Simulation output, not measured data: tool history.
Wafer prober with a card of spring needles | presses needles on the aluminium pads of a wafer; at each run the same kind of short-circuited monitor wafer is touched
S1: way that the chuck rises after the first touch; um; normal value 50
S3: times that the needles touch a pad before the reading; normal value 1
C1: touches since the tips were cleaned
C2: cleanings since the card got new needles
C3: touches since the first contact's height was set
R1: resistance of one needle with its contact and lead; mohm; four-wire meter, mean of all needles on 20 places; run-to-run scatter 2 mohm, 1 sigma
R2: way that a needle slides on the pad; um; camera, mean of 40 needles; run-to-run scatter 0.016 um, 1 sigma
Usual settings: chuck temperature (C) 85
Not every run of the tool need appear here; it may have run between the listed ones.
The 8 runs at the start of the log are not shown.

{"hour": 101.2, "done": "tips cleaned on abrasive film"}
{"run": 9, "hour": 104.1, "S1": 50, "chuck temperature (C)": 85, "S3": 1, "C1": 754, "C2": 17, "C3": 51035, "R1": 231, "R2": 6.04}
{"hour": 112.4, "done": "tips cleaned on abrasive film"}
{"run": 10, "hour": 120.9, "S1": 50, "chuck temperature (C)": 85, "S3": 1, "C1": 2168, "C2": 18, "C3": 55307, "R1": 239, "R2": 6.07}
{"hour": 123.7, "done": "tips cleaned on abrasive film"}
{"hour": 134.2, "done": "tips cleaned on abrasive film"}
{"run": 11, "hour": 138.3, "S1": 50, "chuck temperature (C)": 69, "S3": 1, "C1": 1053, "C2": 20, "C3": 59729, "R1": 225, "R2": 6.02}
{"hour": 145.1, "done": "tips cleaned on abrasive film"}
{"run": 12, "hour": 147.6, "S1": 50, "chuck temperature (C)": 85, "S3": 1, "C1": 643, "C2": 21, "C3": 62086, "R1": 228, "R2": 6.05}
{"hour": 155.9, "done": "tips cleaned on abrasive film"}
{"run": 13, "hour": 163.3, "S1": 50, "chuck temperature (C)": 85, "S3": 1, "C1": 1913, "C2": 22, "C3": 66095, "R1": 237, "R2": 6.0}
{"hour": 166.5, "done": "tips cleaned on abrasive film"}
{"run": 14, "hour": 172.3, "S1": 50, "chuck temperature (C)": 112, "S3": 1, "C1": 1479, "C2": 23, "C3": 68357, "R1": 237, "R2": 6.01}
{"hour": 177.6, "done": "tips cleaned on abrasive film"}
{"run": 15, "hour": 183.5, "S1": 50, "chuck temperature (C)": 112, "S3": 1, "C1": 1533, "C2": 24, "C3": 71226, "R1": 241, "R2": 6.01}
{"hour": 189.1, "done": "tips cleaned on abrasive film"}
{"run": 16, "hour": 196.5, "S1": 40, "chuck temperature (C)": 85, "S3": 1, "C1": 1910, "C2": 25, "C3": 74535, "R1": 254, "R2": 4.77}
{"hour": 198.2, "done": "height of the first contact set anew"}
{"hour": 200.5, "done": "tips cleaned on abrasive film"}
{"hour": 211.1, "done": "tips cleaned on abrasive film"}
{"run": 17, "hour": 214.5, "S1": 60, "chuck temperature (C)": 62, "S3": 3, "C1": 882, "C2": 27, "C3": 4118, "R1": 208, "R2": 7.18}
{"hour": 222.4, "done": "tips cleaned on abrasive film"}
{"run": 18, "hour": 228.3, "S1": 50, "chuck temperature (C)": 60, "S3": 1, "C1": 1537, "C2": 28, "C3": 7644, "R1": 228, "R2": 5.94}
{"hour": 233.9, "done": "tips cleaned on abrasive film"}
{"run": 19, "hour": 240.1, "S1": 40, "chuck temperature (C)": 109, "S3": 1, "C1": 1601, "C2": 29, "C3": 10641, "R1": 256, "R2": 4.73}
{"hour": 244.9, "done": "tips cleaned on abrasive film"}
{"hour": 255.7, "done": "tips cleaned on abrasive film"}
{"run": 20, "hour": 257.0, "S1": 40, "chuck temperature (C)": 109, "S3": 1, "C1": 314, "C2": 31, "C3": 14905, "R1": 238, "R2": 4.69}
{"hour": 266.8, "done": "tips cleaned on abrasive film"}
{"run": 21, "hour": 270.7, "S1": 40, "chuck temperature (C)": 109, "S3": 1, "C1": 989, "C2": 32, "C3": 18401, "R1": 251, "R2": 4.68}
{"hour": 278.4, "done": "tips cleaned on abrasive film"}
{"run": 22, "hour": 284.6, "S1": 37, "chuck temperature (C)": 26, "S3": 1, "C1": 1589, "C2": 33, "C3": 21933, "R1": 240, "R2": 4.3}
{"hour": 288.8, "done": "tips cleaned on abrasive film"}
{"run": 23, "hour": 294.8, "S1": 49, "chuck temperature (C)": 89, "S3": 1, "C1": 1544, "C2": 34, "C3": 24530, "R1": 239, "R2": 5.8}
{"hour": 299.5, "done": "height of the first contact set anew, once more"}
{"hour": 299.6, "done": "tips cleaned on abrasive film"}
{"run": 24, "hour": 308.0, "S1": 49, "chuck temperature (C)": 89, "S3": 1, "C1": 2156, "C2": 35, "C3": 2156, "R1": 237, "R2": 6.01}
{"hour": 310.9, "done": "tips cleaned on abrasive film"}
{"run": 25, "hour": 316.2, "S1": 55, "chuck temperature (C)": 89, "S3": 2, "C1": 1377, "C2": 36, "C3": 4240, "R1": 224, "R2": 6.75}
{"hour": 322.0, "done": "tips cleaned on abrasive film"}
{"run": 26, "hour": 330.7, "S1": 55, "chuck temperature (C)": 89, "S3": 2, "C1": 2238, "C2": 37, "C3": 7932, "R1": 225, "R2": 6.74}
{"hour": 333.8, "done": "tips cleaned on abrasive film"}
{"hour": 344.6, "done": "tips cleaned on abrasive film"}
{"run": 27, "hour": 346.0, "S1": 34, "chuck temperature (C)": 105, "S3": 2, "C1": 362, "C2": 39, "C3": 11801, "R1": 242, "R2": 4.15}
{"hour": 355.1, "done": "tips cleaned on abrasive film"}
{"run": 28, "hour": 355.1, "S1": 50, "chuck temperature (C)": 85, "S3": 1, "C1": 0, "C2": 40, "C3": 14110, "R1": 219, "R2": 6.16}
{"run": 29, "hour": 365.3, "S1": 59, "chuck temperature (C)": 30, "S3": 1, "C1": 2598, "C2": 40, "C3": 16708, "R1": 219, "R2": 7.24}
{"hour": 367.0, "done": "tips cleaned on abrasive film"}
{"run": 30, "hour": 373.8, "S1": 35, "chuck temperature (C)": 85, "S3": 1, "C1": 1738, "C2": 41, "C3": 18867, "R1": 261, "R2": 4.26}
{"hour": 377.7, "done": "tips cleaned on abrasive film"}
{"run": 31, "hour": 382.5, "S1": 66, "chuck temperature (C)": 37, "S3": 1, "C1": 1235, "C2": 42, "C3": 21089, "R1": 203, "R2": 8.1}
{"hour": 389.5, "done": "tips cleaned on abrasive film"}
{"hour": 399.8, "done": "tips cleaned on abrasive film"}
{"run": 32, "hour": 400.8, "S1": 50, "chuck temperature (C)": 41, "S3": 1, "C1": 261, "C2": 44, "C3": 25732, "R1": 212, "R2": 6.08}

Predict each of these 4 candidate next runs independently; none follows another, all start after run 32:
{"hour": 410.6, "done": "tips cleaned on abrasive film"}
{"run": "A", "hour": 414.8, "S1": 50, "chuck temperature (C)": 69, "S3": 1, "C1": 1078, "C2": 45, "C3": 29293, "R1": "?", "R2": "?"}
{"hour": 410.6, "done": "tips cleaned on abrasive film"}
{"run": "B", "hour": 414.8, "S1": 50, "chuck temperature (C)": 29, "S3": 3, "C1": 1078, "C2": 45, "C3": 29293, "R1": "?", "R2": "?"}
{"hour": 410.6, "done": "tips cleaned on abrasive film"}
{"run": "C", "hour": 414.8, "S1": 50, "chuck temperature (C)": 85, "S3": 1, "C1": 1078, "C2": 45, "C3": 29293, "R1": "?", "R2": "?"}
{"hour": 410.6, "done": "tips cleaned on abrasive film"}
{"run": "D", "hour": 414.8, "S1": 53, "chuck temperature (C)": 34, "S3": 2, "C1": 1078, "C2": 45, "C3": 29293, "R1": "?", "R2": "?"}

run=A R1=227 R2=6.11
run=B R1=208 R2=6.10
run=C R1=228 R2=6.09
run=D R1=212 R2=6.43
The same runs, with their run-to-run variation unchanged, on a tool lacking any hidden condition would have given:
run=A R1=214 R2=6.17
run=B R1=202 R2=6.17
run=C R1=215 R2=6.16
run=D R1=204 R2=6.50

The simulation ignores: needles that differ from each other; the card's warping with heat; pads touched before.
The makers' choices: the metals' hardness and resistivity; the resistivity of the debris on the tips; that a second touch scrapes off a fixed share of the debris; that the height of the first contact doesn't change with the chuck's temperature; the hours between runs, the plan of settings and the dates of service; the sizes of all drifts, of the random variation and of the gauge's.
